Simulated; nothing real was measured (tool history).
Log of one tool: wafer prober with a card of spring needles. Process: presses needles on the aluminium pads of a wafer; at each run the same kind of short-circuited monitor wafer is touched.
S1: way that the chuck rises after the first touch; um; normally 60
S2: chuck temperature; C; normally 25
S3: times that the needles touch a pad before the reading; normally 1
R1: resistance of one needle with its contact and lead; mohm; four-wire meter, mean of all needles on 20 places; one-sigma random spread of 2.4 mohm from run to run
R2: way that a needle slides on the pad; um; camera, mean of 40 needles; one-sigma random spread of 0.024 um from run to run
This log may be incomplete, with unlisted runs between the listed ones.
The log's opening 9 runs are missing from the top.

run    hour  S1   S2  S3   R1     R2
      315.9  -- tips cleaned on abrasive film
 10   332.6  60   25   2  271   8.03
      339.7  -- tips cleaned on abrasive film
      362.9  -- tips cleaned on abrasive film
 11   371.7  60   25   2  267   7.98
      384.9  -- tips cleaned on abrasive film
 12   402.6  60   25   1  275   8.03
      408.9  -- tips cleaned on abrasive film
 13   430.5  60   25   1  268      8
      432.7  -- tips cleaned on abrasive film
      457.7  -- tips cleaned on abrasive film
 14   459.1  60   25   3  272      8
      479.7  -- tips cleaned on abrasive film
 15   482.2  60   25   3  274   7.99
      493.8  -- height of the first contact set anew
      502.2  -- tips cleaned on abrasive film
 16   512.6  60   25   3  271   8.02
      525.6  -- tips cleaned on abrasive film
 17   545.1  48  103   3  302   6.38
      548.4  -- tips cleaned on abrasive film
      572.4  -- tips cleaned on abrasive film
 18   582.4  48  103   3  308   6.39
      595.3  -- tips cleaned on abrasive film
      618.4  -- tips cleaned on abrasive film
 19   629.4  66   45   3  274   8.75
      643.8  -- tips cleaned on abrasive film
 20     649  66   46   1  273   8.75
        667  -- tips cleaned on abrasive film
      689.1  -- tips cleaned on abrasive film
 21   692.7  77   41   2  271  10.19
      711.1  -- tips cleaned on abrasive film
 22   714.5  70   42   1  280   9.26
      734.8  -- tips cleaned on abrasive film
 23     755  70   82   1  283   9.25
      757.7  -- tips cleaned on abrasive film
 24   775.7  70   50   1  276   9.26
      781.3  -- tips cleaned on abrasive film
      802.9  -- height of the first contact set anew
      806.9  -- tips cleaned on abrasive film
 25   823.3  49   57   1  290   6.48
      831.6  -- tips cleaned on abrasive film
      855.8  -- tips cleaned on abrasive film
      870.2  -- gauge calibrated
 26   870.8  49   57   1  292    6.6
      877.9  -- tips cleaned on abrasive film
      901.1  -- tips cleaned on abrasive film
 27   913.7  49   42   2  282   6.56
      925.3  -- tips cleaned on abrasive film
      948.9  -- tips cleaned on abrasive film
 28   956.4  49   42   2  283   6.61
      972.8  -- tips cleaned on abrasive film
      996.4  -- tips cleaned on abrasive film
 29   998.5  68   43   1  271   9.05
     1020.2  -- tips cleaned on abrasive film
     1044.8  -- tips cleaned on abrasive film
 30  1046.9  60   38   1  277   8.05

Branching from run 30: 3 alternative next runs. What would each branch give?
     1067.2  -- tips cleaned on abrasive film
  A  1073.5  53   80   3   ?   ?
     1067.2  -- tips cleaned on abrasive film
  B  1073.5  52  119   2   ?   ?
     1067.2  -- tips cleaned on abrasive film
  C  1073.5  64   85   2   ?   ?

run   R1    R2
  A  292  7.11
  B  304  6.94
  C  291  8.54
What these runs would have given with no unlogged condition in the tool:
run   R1    R2
  A  291  7.15
  B  303  6.98
  C  290  8.57
